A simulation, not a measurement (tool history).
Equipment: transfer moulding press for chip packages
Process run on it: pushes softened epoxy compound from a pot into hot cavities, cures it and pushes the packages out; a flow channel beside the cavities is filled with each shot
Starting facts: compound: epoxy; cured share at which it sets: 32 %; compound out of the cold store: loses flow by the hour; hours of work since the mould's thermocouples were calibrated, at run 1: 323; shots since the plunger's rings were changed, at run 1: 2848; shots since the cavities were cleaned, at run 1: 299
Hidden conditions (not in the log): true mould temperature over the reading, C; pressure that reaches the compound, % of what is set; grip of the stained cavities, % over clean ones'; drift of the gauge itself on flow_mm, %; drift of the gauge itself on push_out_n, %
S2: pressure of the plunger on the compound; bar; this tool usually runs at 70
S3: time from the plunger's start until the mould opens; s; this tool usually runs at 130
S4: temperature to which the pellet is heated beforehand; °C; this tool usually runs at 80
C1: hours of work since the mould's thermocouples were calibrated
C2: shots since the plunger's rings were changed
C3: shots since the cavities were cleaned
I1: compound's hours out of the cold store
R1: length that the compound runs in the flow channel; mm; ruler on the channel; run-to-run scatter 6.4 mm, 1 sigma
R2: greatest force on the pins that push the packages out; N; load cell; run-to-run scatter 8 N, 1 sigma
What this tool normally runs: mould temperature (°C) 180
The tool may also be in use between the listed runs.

run 1 hour=0 | mould_temperature_(°C)=180 S2=70 S3=130 S4=80 | C1=323 C2=2848 C3=299 | I1=47.1 | R1=612 R2=447
-- hour=14.8 cavities cleaned with cleaning compound and waxed
run 2 hour=17.5 | mould_temperature_(°C)=180 S2=70 S3=130 S4=80 | C1=332 C2=2984 C3=22 | I1=26.6 | R1=664 R2=344
run 3 hour=26 | mould_temperature_(°C)=180 S2=70 S3=170 S4=80 | C1=336 C2=3057 C3=95 | I1=19.6 | R1=699 R2=365
run 4 hour=38.8 | mould_temperature_(°C)=180 S2=86.1 S3=130 S4=80 | C1=343 C2=3166 C3=204 | I1=29 | R1=751 R2=437
run 5 hour=48.4 | mould_temperature_(°C)=180 S2=86.1 S3=130 S4=80 | C1=349 C2=3248 C3=286 | I1=32 | R1=736 R2=471
-- hour=64.2 cavities cleaned with cleaning compound and waxed
run 6 hour=66 | mould_temperature_(°C)=180 S2=86.1 S3=130 S4=80 | C1=357 C2=3385 C3=15 | I1=17.4 | R1=780 R2=364
run 7 hour=77 | mould_temperature_(°C)=180 S2=83.3 S3=130 S4=80 | C1=363 C2=3478 C3=108 | I1=44.9 | R1=676 R2=387
run 8 hour=94.1 | mould_temperature_(°C)=180 S2=83.3 S3=130 S4=80 | C1=372 C2=3624 C3=254 | I1=23.4 | R1=745 R2=467
run 9 hour=108.5 | mould_temperature_(°C)=180 S2=83.3 S3=130 S4=80 | C1=380 C2=3747 C3=377 | I1=12.4 | R1=787 R2=515
-- hour=114.1 cavities cleaned with cleaning compound and waxed
run 10 hour=124 | mould_temperature_(°C)=180 S2=83.3 S3=130 S4=80 | C1=388 C2=3867 C3=85 | I1=35.2 | R1=690 R2=390
run 11 hour=135.2 | mould_temperature_(°C)=180 S2=70 S3=130 S4=80 | C1=394 C2=3961 C3=179 | I1=36.4 | R1=640 R2=438
run 12 hour=150 | mould_temperature_(°C)=180 S2=70 S3=130 S4=80 | C1=402 C2=4088 C3=306 | I1=39.4 | R1=634 R2=480
run 13 hour=160.8 | mould_temperature_(°C)=180 S2=70 S3=130 S4=80 | C1=408 C2=4180 C3=398 | I1=33 | R1=645 R2=517
-- hour=163.5 cavities cleaned with cleaning compound and waxed
run 14 hour=169.3 | mould_temperature_(°C)=180 S2=70 S3=130 S4=80 | C1=412 C2=4239 C3=49 | I1=17.9 | R1=688 R2=377
run 15 hour=182 | mould_temperature_(°C)=180 S2=70 S3=130 S4=80 | C1=418 C2=4348 C3=158 | I1=33.6 | R1=639 R2=403
run 16 hour=191.8 | mould_temperature_(°C)=187 S2=70 S3=114 S4=79 | C1=424 C2=4431 C3=241 | I1=19.4 | R1=652 R2=436
run 17 hour=198.7 | mould_temperature_(°C)=187 S2=70 S3=114 S4=79 | C1=427 C2=4490 C3=300 | I1=31.2 | R1=623 R2=456
run 18 hour=208 | mould_temperature_(°C)=187 S2=70 S3=114 S4=79 | C1=433 C2=4569 C3=379 | I1=41.2 | R1=587 R2=461
-- hour=213.5 cavities cleaned with cleaning compound and waxed
run 19 hour=225.2 | mould_temperature_(°C)=187 S2=70 S3=114 S4=79 | C1=441 C2=4702 C3=99 | I1=45 | R1=575 R2=383
run 20 hour=239.3 | mould_temperature_(°C)=187 S2=70 S3=122 S4=77 | C1=449 C2=4822 C3=219 | I1=45.3 | R1=582 R2=432
run 21 hour=254.6 | mould_temperature_(°C)=184 S2=53 S3=149 S4=85 | C1=457 C2=4953 C3=350 | I1=8.7 | R1=603 R2=449
-- hour=263.3 cavities cleaned with cleaning compound and waxed
run 22 hour=270.7 | mould_temperature_(°C)=178 S2=70 S3=125 S4=77 | C1=465 C2=5077 C3=63 | I1=10.5 | R1=719 R2=427
run 23 hour=286.8 | mould_temperature_(°C)=178 S2=70 S3=125 S4=77 | C1=474 C2=5214 C3=200 | I1=32.5 | R1=645 R2=485
run 24 hour=302.6 | mould_temperature_(°C)=176 S2=52.1 S3=139 S4=73 | C1=482 C2=5349 C3=335 | I1=27 | R1=583 R2=515
-- hour=313.2 cavities cleaned with cleaning compound and waxed
run 25 hour=313.2 | mould_temperature_(°C)=176 S2=52.1 S3=139 S4=73 | C1=487 C2=5426 C3=0 | I1=37.7 | R1=542 R2=369
run 26 hour=326 | mould_temperature_(°C)=179 S2=84.6 S3=117 S4=75 | C1=494 C2=5535 C3=109 | I1=13.3 | R1=754 R2=462
-- hour=336.3 plunger's sealing rings changed
run 27 hour=343.1 | mould_temperature_(°C)=180 S2=70 S3=130 S4=72 | C1=502 C2=57 C3=233 | I1=23.6 | R1=723 R2=463
run 28 hour=360.2 | mould_temperature_(°C)=178 S2=81.1 S3=167 S4=84 | C1=511 C2=203 C3=379 | I1=35.5 | R1=731 R2=477

Here are 4 independent what-if runs from the current tool condition. What would each one return?
-- hour=366.2 cavities cleaned with cleaning compound and waxed
run A hour=375.8 | mould_temperature_(°C)=180 S2=70 S3=130 S4=74 | C1=519 C2=323 C3=81 | I1=18.3 | R1=? R2=?
-- hour=366.2 cavities cleaned with cleaning compound and waxed
run B hour=375.8 | mould_temperature_(°C)=180 S2=70 S3=130 S4=89 | C1=519 C2=323 C3=81 | I1=22.6 | R1=? R2=?
-- hour=366.2 cavities cleaned with cleaning compound and waxed
run C hour=375.8 | mould_temperature_(°C)=180 S2=84.8 S3=156 S4=70 | C1=519 C2=323 C3=81 | I1=30.1 | R1=? R2=?
-- hour=366.2 cavities cleaned with cleaning compound and waxed
run D hour=375.8 | mould_temperature_(°C)=178 S2=81.1 S3=167 S4=74 | C1=519 C2=323 C3=81 | I1=18.4 | R1=? R2=?

run=A R1=720 R2=379
run=B R1=704 R2=378
run=C R1=758 R2=353
run=D R1=795 R2=363
With the hidden condition removed and each run's random variation left untouched, the same runs would have given:
run=A R1=727 R2=341
run=B R1=711 R2=339
run=C R1=766 R2=313
run=D R1=803 R2=322
